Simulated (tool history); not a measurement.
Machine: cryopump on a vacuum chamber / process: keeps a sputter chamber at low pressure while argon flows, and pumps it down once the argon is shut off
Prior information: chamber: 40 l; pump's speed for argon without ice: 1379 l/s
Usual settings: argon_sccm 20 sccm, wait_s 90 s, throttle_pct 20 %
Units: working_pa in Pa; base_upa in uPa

{"run": 1, "hour": 0.0, "argon_sccm": 20, "wait_s": 90, "throttle_pct": 20, "working_pa": 0.1249, "base_upa": 2.68}
{"run": 2, "hour": 80.8, "argon_sccm": 20, "wait_s": 90, "throttle_pct": 20, "working_pa": 0.1252, "base_upa": 2.72}
{"run": 3, "hour": 153.4, "argon_sccm": 20, "wait_s": 90, "throttle_pct": 20, "working_pa": 0.1265, "base_upa": 2.79}
{"run": 4, "hour": 199.3, "argon_sccm": 20, "wait_s": 90, "throttle_pct": 20, "working_pa": 0.1259, "base_upa": 2.86}
{"run": 5, "hour": 276.8, "argon_sccm": 20, "wait_s": 90, "throttle_pct": 20, "working_pa": 0.1269, "base_upa": 2.96}
{"run": 6, "hour": 330.2, "argon_sccm": 20, "wait_s": 93, "throttle_pct": 20, "working_pa": 0.1278, "base_upa": 3.0}
{"run": 7, "hour": 393.4, "argon_sccm": 20, "wait_s": 93, "throttle_pct": 31, "working_pa": 0.0851, "base_upa": 3.08}
{"run": 8, "hour": 480.6, "argon_sccm": 20, "wait_s": 90, "throttle_pct": 20, "working_pa": 0.1301, "base_upa": 3.25}
{"run": 9, "hour": 560.7, "argon_sccm": 20, "wait_s": 90, "throttle_pct": 20, "working_pa": 0.1306, "base_upa": 3.4}
{"hour": 590.7, "done": "pump warmed up, emptied and cooled again"}
{"run": 10, "hour": 632.7, "argon_sccm": 20, "wait_s": 90, "throttle_pct": 20, "working_pa": 0.1229, "base_upa": 2.81}
{"run": 11, "hour": 696.2, "argon_sccm": 9, "wait_s": 90, "throttle_pct": 33, "working_pa": 0.0341, "base_upa": 2.88}

The next listed run, before its measurement:
{"run": 12, "hour": 754.2, "argon_sccm": 30, "wait_s": 52, "throttle_pct": 35, "working_pa": "?", "base_upa": "?"}

{"run 12": {"working_pa": 0.1076, "base_upa": 3.39}}
Minus the tool's unlogged condition, the same run would have read working_pa 0.1053 Pa, base_upa 1.14 uPa.

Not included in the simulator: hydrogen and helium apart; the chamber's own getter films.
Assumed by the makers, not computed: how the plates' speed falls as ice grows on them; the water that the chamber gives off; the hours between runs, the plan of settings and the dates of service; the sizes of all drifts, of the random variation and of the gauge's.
